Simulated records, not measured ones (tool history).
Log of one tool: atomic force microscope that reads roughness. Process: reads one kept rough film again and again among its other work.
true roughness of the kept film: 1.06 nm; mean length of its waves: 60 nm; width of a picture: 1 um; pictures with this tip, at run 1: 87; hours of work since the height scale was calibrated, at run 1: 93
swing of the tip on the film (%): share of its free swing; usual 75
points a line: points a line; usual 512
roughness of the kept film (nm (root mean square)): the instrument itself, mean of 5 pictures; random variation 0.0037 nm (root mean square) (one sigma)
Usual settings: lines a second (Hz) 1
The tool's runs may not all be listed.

run     day  lines a second (Hz)  swing of the tip on the film (%)  points a line  pictures with this tip  hours of work since the height scale was calibrated  roughness of the kept film (nm (root mean square))
  1       0                    1                                75            512                      87                                                   93                                                0.97
      0.438  -- new tip fitted
  2   0.758                    1                                75            512                      10                                                  105                                               0.979
  3   1.338                    1                                75            512                      29                                                  115                                               0.979
  4   1.996                    1                                75            512                      50                                                  126                                               0.979
  5   2.708                    1                                75            906                      72                                                  138                                                0.97
  6   3.529                    1                                75            512                      99                                                  152                                               0.972
      3.617  -- new tip fitted
  7   3.967                 1.36                                75            512                      11                                                  159                                               0.959
  8   4.775                 1.36                                75            512                      37                                                  173                                               0.957
  9   5.367                    1                                85            512                      56                                                  183                                               0.934
 10   5.983                  1.9                                85            429                      75                                                  193                                               0.854
 11   6.508                 1.04                                62            797                      92                                                  202                                               1.001
      6.771  -- new tip fitted
 12    7.25                 1.04                                62            797                      15                                                  214                                               1.008
 13   7.621                 1.04                                62            797                      27                                                  221                                               1.016
 14   8.012                 0.51                                67            352                      39                                                  227                                               1.019
 15   8.767                 0.51                                67            352                      63                                                  240                                               1.016
 16   9.621                 0.51                                67            352                      91                                                  255                                                1.01
      9.958  -- new tip fitted
 17  10.375                  1.2                                67            301                      13                                                  267                                               0.991

5 ways to go on from here, each from the tool as it stands after run 17. What would each give?
  A  10.996                 2.24                                75            512                      33                                                  278                                                   ?
  B  10.996                 1.31                                71            301                      33                                                  278                                                   ?
  C  10.996                 2.38                                85            305                      33                                                  278                                                   ?
  D  10.996                 2.63                                61            435                      33                                                  278                                                   ?
  E  10.996                  1.2                                65            301                      33                                                  278                                                   ?

run  roughness of the kept film (nm (root mean square))
  A                                               0.902
  B                                               0.974
  C                                               0.819
  D                                               0.961
  E                                                0.99
Without the tool's hidden state the same runs would have given:
run  roughness of the kept film (nm (root mean square))
  A                                               0.908
  B                                               0.981
  C                                               0.825
  D                                               0.968
  E                                               0.997

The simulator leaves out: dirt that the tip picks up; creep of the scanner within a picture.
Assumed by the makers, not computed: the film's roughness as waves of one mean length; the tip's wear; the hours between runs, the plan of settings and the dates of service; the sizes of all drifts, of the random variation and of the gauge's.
